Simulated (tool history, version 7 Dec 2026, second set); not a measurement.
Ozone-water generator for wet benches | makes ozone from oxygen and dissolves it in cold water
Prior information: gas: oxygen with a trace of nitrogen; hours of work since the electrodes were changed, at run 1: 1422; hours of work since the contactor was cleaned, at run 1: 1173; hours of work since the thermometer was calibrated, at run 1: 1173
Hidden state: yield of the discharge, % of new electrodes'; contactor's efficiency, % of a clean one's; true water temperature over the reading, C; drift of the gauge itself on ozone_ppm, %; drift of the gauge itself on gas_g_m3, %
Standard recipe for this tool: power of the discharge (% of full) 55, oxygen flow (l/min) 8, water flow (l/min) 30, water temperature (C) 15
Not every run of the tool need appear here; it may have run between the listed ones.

| run | hour | power of the discharge (% of full) | oxygen flow (l/min) | water flow (l/min) | water temperature (C) | hours of work since the electrodes were changed | hours of work since the contactor was cleaned | hours of work since the thermometer was calibrated | dissolved ozone (ppm) | ozone in the gas ahead of the water (g/m3) |
|---|---|---|---|---|---|---|---|---|---|---|
| 1 | 0 | 55 | 8 | 30 | 15 | 1422 | 1173 | 1173 | 21.5 | 169.8 |
| 2 | 79.6 | 55 | 8 | 30 | 15 | 1483 | 1234 | 1234 | 21.6 | 169.9 |
| 3 | 244.9 | 55 | 8 | 30 | 15 | 1610 | 1361 | 1361 | 21.6 | 169.9 |
| 4 | 371.4 | 55 | 8 | 30 | 15 | 1708 | 1458 | 1458 | 21.9 | 171.1 |
| 5 | 492.8 | 55 | 8 | 30 | 15 | 1801 | 1552 | 1552 | 21.4 | 172.7 |
| 6 | 635.1 | 49 | 8 | 30 | 15 | 1910 | 1661 | 1661 | 19.3 | 153.1 |
| 7 | 724.9 | 49 | 8 | 30 | 15 | 1979 | 1730 | 1730 | 19.4 | 152.7 |
| 8 | 801 | 49 | 8 | 30 | 15 | 2038 | 1788 | 1788 | 19.5 | 154.3 |
|  | 875.7 | contactor cleaned |
| 9 | 931 | 55 | 8 | 30 | 12 | 2135 | 42 | 1885 | 22.5 | 171.7 |
| 10 | 1077.5 | 55 | 8 | 30 | 18 | 2247 | 155 | 1998 | 20.8 | 169.4 |
| 11 | 1206.4 | 55 | 8 | 30 | 18 | 2346 | 254 | 2097 | 20.8 | 169.2 |
| 12 | 1325.6 | 55 | 8 | 37 | 13 | 2438 | 346 | 2188 | 18.4 | 171.7 |
| 13 | 1493.6 | 94 | 6.33 | 25 | 15 | 2567 | 475 | 2318 | 39.2 | 305.6 |
| 14 | 1660.8 | 72 | 9.32 | 33 | 10 | 2695 | 603 | 2446 | 27.8 | 203.5 |
| 15 | 1760.8 | 72 | 10.12 | 36 | 10 | 2772 | 680 | 2523 | 26.2 | 195 |
| 16 | 1873.5 | 72 | 10.12 | 36 | 10 | 2859 | 767 | 2609 | 26 | 196.4 |
| 17 | 1960.4 | 42 | 10.12 | 36 | 10 | 2926 | 834 | 2676 | 16.1 | 121.2 |
| 18 | 2035.6 | 80 | 4.03 | 24 | 10 | 2983 | 891 | 2734 | 33.9 | 322.4 |
| 19 | 2179.9 | 55 | 8.52 | 32 | 15 | 3094 | 1002 | 2845 | 20.6 | 165.6 |
|  | 2246.5 | water thermometer calibrated |
| 20 | 2268.6 | 58 | 5.73 | 32 | 9 | 3162 | 1070 | 17 | 21.6 | 208.2 |
| 21 | 2379 | 58 | 5.73 | 29 | 9 | 3247 | 1155 | 102 | 23.5 | 207.2 |

Alternative continuations, all from the tool just after run 21; predict every row:
| A | 2548.3 | 58 | 5.73 | 29 | 18 | 3377 | 1285 | 232 | ? | ? |
| B | 2548.3 | 58 | 5.73 | 22 | 9 | 3377 | 1285 | 232 | ? | ? |
| C | 2548.3 | 58 | 7.99 | 41 | 11 | 3377 | 1285 | 232 | ? | ? |
| D | 2548.3 | 55 | 8 | 30 | 13 | 3377 | 1285 | 232 | ? | ? |
| E | 2548.3 | 55 | 12.47 | 30 | 15 | 3377 | 1285 | 232 | ? | ? |

| run | dissolved ozone (ppm) | ozone in the gas ahead of the water (g/m3) |
|---|---|---|
| A | 21.1 | 206.5 |
| B | 29.8 | 207.5 |
| C | 18 | 181.5 |
| D | 22.1 | 170.2 |
| E | 22.4 | 140.6 |
With no hidden state in the tool, these same runs would have given:
| run | dissolved ozone (ppm) | ozone in the gas ahead of the water (g/m3) |
|---|---|---|
| A | 21.2 | 206.9 |
| B | 29.8 | 207.9 |
| C | 18 | 181.9 |
| D | 22.1 | 170.5 |
| E | 22.5 | 140.8 |
